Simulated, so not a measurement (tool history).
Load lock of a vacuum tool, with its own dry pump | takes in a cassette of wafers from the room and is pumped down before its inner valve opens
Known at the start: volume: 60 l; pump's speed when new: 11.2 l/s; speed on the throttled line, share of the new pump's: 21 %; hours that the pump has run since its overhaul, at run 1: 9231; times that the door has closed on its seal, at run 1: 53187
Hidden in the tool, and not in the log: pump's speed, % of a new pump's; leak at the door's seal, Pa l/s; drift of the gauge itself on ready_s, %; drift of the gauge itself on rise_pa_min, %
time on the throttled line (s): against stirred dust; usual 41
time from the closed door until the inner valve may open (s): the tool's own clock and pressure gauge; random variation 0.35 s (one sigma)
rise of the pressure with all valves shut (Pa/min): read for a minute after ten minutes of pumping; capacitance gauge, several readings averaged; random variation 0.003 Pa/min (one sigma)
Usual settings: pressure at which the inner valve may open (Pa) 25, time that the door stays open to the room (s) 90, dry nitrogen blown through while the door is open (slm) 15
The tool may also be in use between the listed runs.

| run | day | time on the throttled line (s) | pressure at which the inner valve may open (Pa) | time that the door stays open to the room (s) | dry nitrogen blown through while the door is open (slm) | hours that the pump has run since its overhaul | times that the door has closed on its seal | incoming humidity of the room's air, % | time from the closed door until the inner valve may open (s) | rise of the pressure with all valves shut (Pa/min) |
|---|---|---|---|---|---|---|---|---|---|---|
| 1 | 0.000 | 41 | 25 | 90 | 15 | 9231 | 53187 | 44.9 | 82.4 | 0.385 |
| 2 | 8.967 | 41 | 25 | 90 | 15 | 9446 | 53999 | 42.0 | 83.6 | 0.389 |
| 3 | 17.150 | 41 | 25 | 90 | 15 | 9642 | 54741 | 46.5 | 82.7 | 0.403 |
| 4 | 23.875 | 41 | 25 | 90 | 15 | 9804 | 55350 | 44.7 | 83.5 | 0.411 |
| 5 | 30.858 | 21 | 25 | 90 | 15 | 9971 | 55982 | 42.0 | 68.1 | 0.408 |
| 6 | 35.646 | 41 | 25 | 90 | 32 | 10086 | 56416 | 43.6 | 83.8 | 0.394 |
| 7 | 45.125 | 41 | 25 | 90 | 15 | 10314 | 57274 | 46.8 | 83.2 | 0.442 |
| 8 | 56.867 | 41 | 25 | 90 | 15 | 10595 | 58338 | 45.5 | 83.6 | 0.444 |
| 9 | 67.367 | 41 | 25 | 90 | 15 | 10847 | 59289 | 45.7 | 83.4 | 0.445 |
| 10 | 73.479 | 41 | 25 | 86 | 15 | 10994 | 59843 | 43.4 | 83.8 | 0.453 |
| 11 | 81.075 | 41 | 25 | 86 | 15 | 11176 | 60530 | 42.3 | 84.6 | 0.457 |
| 12 | 90.592 | 41 | 25 | 86 | 15 | 11405 | 61393 | 48.0 | 84.4 | 0.468 |
| 13 | 96.438 | 41 | 22 | 86 | 15 | 11545 | 61922 | 45.8 | 84.9 | 0.473 |
| 14 | 107.083 | 41 | 22 | 86 | 15 | 11801 | 62886 | 43.1 | 85.5 | 0.484 |
| 15 | 117.542 | 41 | 22 | 86 | 15 | 12052 | 63834 | 42.1 | 85.7 | 0.492 |
|  | 123.096 | dry pump taken out, an overhauled one fitted |
| 16 | 128.283 | 41 | 22 | 86 | 15 | 125 | 64784 | 43.6 | 77.8 | 0.506 |
| 17 | 139.929 | 41 | 22 | 86 | 15 | 404 | 65839 | 42.7 | 78.5 | 0.517 |
| 18 | 150.021 | 41 | 25 | 90 | 15 | 646 | 66753 | 44.9 | 77.2 | 0.535 |
| 19 | 158.725 | 41 | 25 | 90 | 15 | 855 | 67541 | 45.0 | 77.5 | 0.542 |
| 20 | 168.392 | 41 | 25 | 90 | 15 | 1087 | 68417 | 43.8 | 77.5 | 0.544 |
| 21 | 178.021 | 41 | 20 | 78 | 43 | 1318 | 69289 | 48.7 | 79.0 | 0.552 |
| 22 | 189.404 | 41 | 20 | 78 | 43 | 1591 | 70320 | 45.0 | 79.4 | 0.552 |
| 23 | 200.150 | 41 | 32 | 63 | 21 | 1849 | 71293 | 45.7 | 76.8 | 0.576 |
| 24 | 208.933 | 33 | 25 | 90 | 16 | 2060 | 72089 | 42.2 | 71.9 | 0.601 |
| 25 | 220.362 | 33 | 25 | 36 | 18 | 2334 | 73124 | 47.5 | 71.7 | 0.578 |
| 26 | 225.350 | 41 | 40 | 90 | 15 | 2454 | 73576 | 44.9 | 75.9 | 0.606 |
| 27 | 231.467 | 78 | 25 | 90 | 15 | 2601 | 74129 | 45.4 | 107.4 | 0.612 |
| 28 | 239.062 | 35 | 18 | 61 | 14 | 2783 | 74818 | 46.2 | 75.7 | 0.614 |
| 29 | 244.362 | 41 | 25 | 133 | 20 | 2910 | 75298 | 44.0 | 79.5 | 0.629 |
| 30 | 252.404 | 41 | 39 | 63 | 29 | 3103 | 76026 | 47.0 | 76.6 | 0.618 |
|  | 254.325 | door's seal changed, seat wiped |
| 31 | 262.129 | 36 | 25 | 90 | 15 | 3335 | 707 | 49.1 | 75.5 | 0.071 |
| 32 | 272.750 | 33 | 34 | 90 | 15 | 3590 | 1669 | 45.3 | 72.1 | 0.065 |

Run 33 comes next. What will it give?
| 33 | 283.708 | 66 | 36 | 25 | 12 | 3853 | 2662 | 47.3 | ? | ? |

time from the closed door until the inner valve may open (s): 97.2
rise of the pressure with all valves shut (Pa/min): 0.038
Without the tool's hidden state the same run would have given time from the closed door until the inner valve may open (s) 95.2, rise of the pressure with all valves shut (Pa/min) 0.031.
